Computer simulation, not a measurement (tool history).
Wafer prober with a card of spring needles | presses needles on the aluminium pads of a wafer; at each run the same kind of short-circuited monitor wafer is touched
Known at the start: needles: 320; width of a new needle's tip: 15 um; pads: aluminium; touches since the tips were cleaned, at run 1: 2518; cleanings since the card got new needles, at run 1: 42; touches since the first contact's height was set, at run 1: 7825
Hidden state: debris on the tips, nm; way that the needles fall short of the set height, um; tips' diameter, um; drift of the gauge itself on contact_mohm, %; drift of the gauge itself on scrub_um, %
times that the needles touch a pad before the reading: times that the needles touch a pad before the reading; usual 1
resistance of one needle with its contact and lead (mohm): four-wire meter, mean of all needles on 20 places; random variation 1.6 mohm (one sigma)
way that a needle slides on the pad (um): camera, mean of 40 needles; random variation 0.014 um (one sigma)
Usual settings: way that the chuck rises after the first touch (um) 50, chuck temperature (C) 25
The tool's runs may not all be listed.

run   hour  way that the chuck rises after the first touch (um)  chuck temperature (C)  times that the needles touch a pad before the reading  touches since the tips were cleaned  cleanings since the card got new needles  touches since the first contact's height was set  resistance of one needle with its contact and lead (mohm)  way that a needle slides on the pad (um)
  1      0                                                   50                     25                                                      1                                 2518                                        42                                              7825                                                        348                                     12.19
        24  -- tips cleaned on abrasive film
      59.7  -- tips cleaned on abrasive film
  2   62.7                                                   50                     25                                                      1                                  634                                        44                                             20942                                                        252                                     12.15
  3   93.2                                                   50                     25                                                      1                                 7035                                        44                                             27343                                                        543                                     12.16
      99.2  -- tips cleaned on abrasive film
  4  129.6                                                   50                     25                                                      1                                 6382                                        45                                             34964                                                        525                                     12.15
     136.3  -- tips cleaned on abrasive film
     170.2  -- tips cleaned on abrasive film
  5  172.4                                                   50                     25                                                      2                                  457                                        47                                             43922                                                        206                                      12.1
     205.1  -- tips cleaned on abrasive film
  6  205.1                                                   50                     25                                                      2                                    0                                        48                                             50752                                                        168                                     12.08
     240.9  -- tips cleaned on abrasive film
  7  246.8                                                   50                     25                                                      2                                 1233                                        49                                             59490                                                        229                                     12.05
     278.4  -- tips cleaned on abrasive film
  8  305.7                                                   50                     25                                                      2                                 5736                                        50                                             71846                                                        370                                     12.04
     315.9  -- tips cleaned on abrasive film
     327.8  -- height of the first contact set anew
  9  344.5                                                   50                     25                                                      2                                 5934                                        51                                              3511                                                        367                                     12.21
     352.2  -- tips cleaned on abrasive film
     390.9  -- tips cleaned on abrasive film
 10  404.7                                                   31                     27                                                      3                                 2901                                        53                                             16105                                                        368                                       7.5
     426.3  -- tips cleaned on abrasive film
     465.7  -- tips cleaned on abrasive film
 11  476.7                                                   31                     27                                                      3                                 2299                                        55                                             31179                                                        343                                      7.49
     504.2  -- tips cleaned on abrasive film
 12  518.7                                                   47                     50                                                      1                                 3041                                        56                                             39978                                                        441                                     11.38
     541.4  -- tips cleaned on abrasive film
 13  558.2                                                   47                     50                                                      1                                 3516                                        57                                             48248                                                        421                                     11.36
     580.3  -- tips cleaned on abrasive film
     617.3  -- tips cleaned on abrasive film
 14  630.3                                                   51                     97                                                      3                                 2719                                        59                                             63346                                                        244                                     12.29
     651.3  -- tips cleaned on abrasive film
 15  683.4                                                   51                     97                                                      3                                 6754                                        60                                             74484                                                        295                                      12.3
     688.3  -- tips cleaned on abrasive film
       695  -- height of the first contact set anew
 16  721.6                                                   50                     93                                                      1                                 6930                                        61                                              5598                                                        506                                      12.2
     726.9  -- tips cleaned on abrasive film
     761.3  -- tips cleaned on abrasive film
 17  785.8                                                   58                     25                                                      1                                 5131                                        63                                             19018                                                        407                                      14.1
     799.4  -- tips cleaned on abrasive film
     837.6  -- tips cleaned on abrasive film
 18  857.1                                                   58                     86                                                      2                                 4096                                        65                                             33954                                                        285                                     14.09

Forecast each of these 5 alternatives for the next run:
     873.4  -- tips cleaned on abrasive film
  A   904                                                   58                     86                                                      1                                 6416                                        66                                             43778                                                          ?                                         ?
     873.4  -- tips cleaned on abrasive film
  B   904                                                   47                     26                                                      1                                 6416                                        66                                             43778                                                          ?                                         ?
     873.4  -- tips cleaned on abrasive film
  C   904                                                   64                    123                                                      2                                 6416                                        66                                             43778                                                          ?                                         ?
     873.4  -- tips cleaned on abrasive film
  D   904                                                   59                    108                                                      1                                 6416                                        66                                             43778                                                          ?                                         ?
     873.4  -- tips cleaned on abrasive film
  E   904                                                   58                     86                                                      2                                 6416                                        66                                             43778                                                          ?                                         ?

run  resistance of one needle with its contact and lead (mohm)  way that a needle slides on the pad (um)
  A                                                        427                                     14.07
  B                                                        587                                     11.38
  C                                                        292                                     15.54
  D                                                        418                                      14.3
  E                                                        328                                     14.07
Without the tool's hidden state the same runs would have given:
run  resistance of one needle with its contact and lead (mohm)  way that a needle slides on the pad (um)
  A                                                        162                                     14.16
  B                                                        155                                     11.47
  C                                                        166                                     15.63
  D                                                        168                                     14.39
  E                                                        165                                     14.16
